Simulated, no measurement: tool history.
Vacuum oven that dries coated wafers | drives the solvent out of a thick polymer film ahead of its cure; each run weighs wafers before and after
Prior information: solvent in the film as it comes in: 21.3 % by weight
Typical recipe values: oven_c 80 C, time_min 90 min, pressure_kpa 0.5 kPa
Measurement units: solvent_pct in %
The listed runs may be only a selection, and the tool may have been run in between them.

run,hour,oven_c,time_min,pressure_kpa,solvent_pct
1,0,80,90,0.5,1.23
2,80.5,80,90,0.5,1.19
3,150.3,80,90,0.959,1.3
4,273.4,80,90,0.959,1.29
5,389.5,80,90,0.959,1.28
6,514.6,80,90,0.959,1.29
7,629.2,80,90,0.959,1.3
8,730.1,80,90,0.5,1.2
9,846.1,80,90,0.5,1.18
10,955.8,80,90,0.5,1.22
11,1014.1,80,90,0.743,1.22
12,1077.4,80,90,0.743,1.24
# hour 1164.6: oven's thermocouples calibrated
13,1167,80,90,0.743,1.23
14,1236.5,80,90,0.743,1.25
15,1323.8,80,90,0.743,1.22
16,1398.3,80,127,0.5,0.47
17,1506.6,82,110,0.638,0.51
18,1581.2,79,52,1.089,3.97
19,1662.8,79,135,1.089,0.62
20,1726.6,72,51,1.089,6.59
21,1846.4,80,63,1.558,2.82
22,1920.7,90,96,0.328,0.14
23,2029.5,90,96,0.328,0.19
24,2127.6,66,51,0.5,8.74
25,2220.2,91,69,0.5,0.43
26,2301.3,91,69,0.353,0.41
27,2365.4,91,69,0.353,0.44
28,2478.3,71,121,0.867,2.15
# hour 2488.5: vacuum gauge cleaned of residue and calibrated
29,2598.4,93,62,0.647,0.46

Predict each of these 4 candidate next runs independently; none follows another, all start after run 29:
A,2693,94,61,0.256,?
B,2693,74,159,0.5,?
C,2693,89,53,0.666,?
D,2693,79,80,0.5,?

run,solvent_pct
A,0.36
B,0.67
C,1.3
D,1.78
Without the tool's unlogged condition, the same runs would have read:
run,solvent_pct
A,0.36
B,0.67
C,1.3
D,1.77
